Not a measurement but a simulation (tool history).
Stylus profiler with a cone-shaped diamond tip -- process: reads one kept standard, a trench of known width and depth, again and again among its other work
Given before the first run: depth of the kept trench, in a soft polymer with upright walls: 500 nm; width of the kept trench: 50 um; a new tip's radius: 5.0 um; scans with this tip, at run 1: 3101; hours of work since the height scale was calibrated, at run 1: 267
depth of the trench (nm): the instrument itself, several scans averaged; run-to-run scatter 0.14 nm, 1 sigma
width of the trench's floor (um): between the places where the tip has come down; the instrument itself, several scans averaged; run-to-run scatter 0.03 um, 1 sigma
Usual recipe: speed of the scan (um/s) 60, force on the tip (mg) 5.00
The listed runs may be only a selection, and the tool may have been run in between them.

run,hour,speed of the scan (um/s),force on the tip (mg),scans with this tip,hours of work since the height scale was calibrated,depth of the trench (nm),width of the trench's floor (um)
1,0.0,60,5.00,3101,267,504.70,45.16
2,51.7,60,5.00,3378,291,504.52,45.14
3,108.7,60,5.00,3685,317,504.66,45.11
4,177.4,60,5.00,4053,349,504.75,45.12
5,239.0,60,5.00,4384,377,505.02,45.06
6,286.8,60,5.00,4641,399,504.77,45.02
7,358.3,23,2.49,5024,432,503.24,45.12

Expected results for the next run?
# hour 362.5: height scale calibrated on a step standard
8,401.5,93,2.11,5253,18,?,?

{"run 8": {"depth of the trench (nm)": 503.29, "width of the trench's floor (um)": 44.75}}
If the tool had no hidden condition, the same run with the same run-to-run variation would have returned depth of the trench (nm) 502.33, width of the trench's floor (um) 45.20.
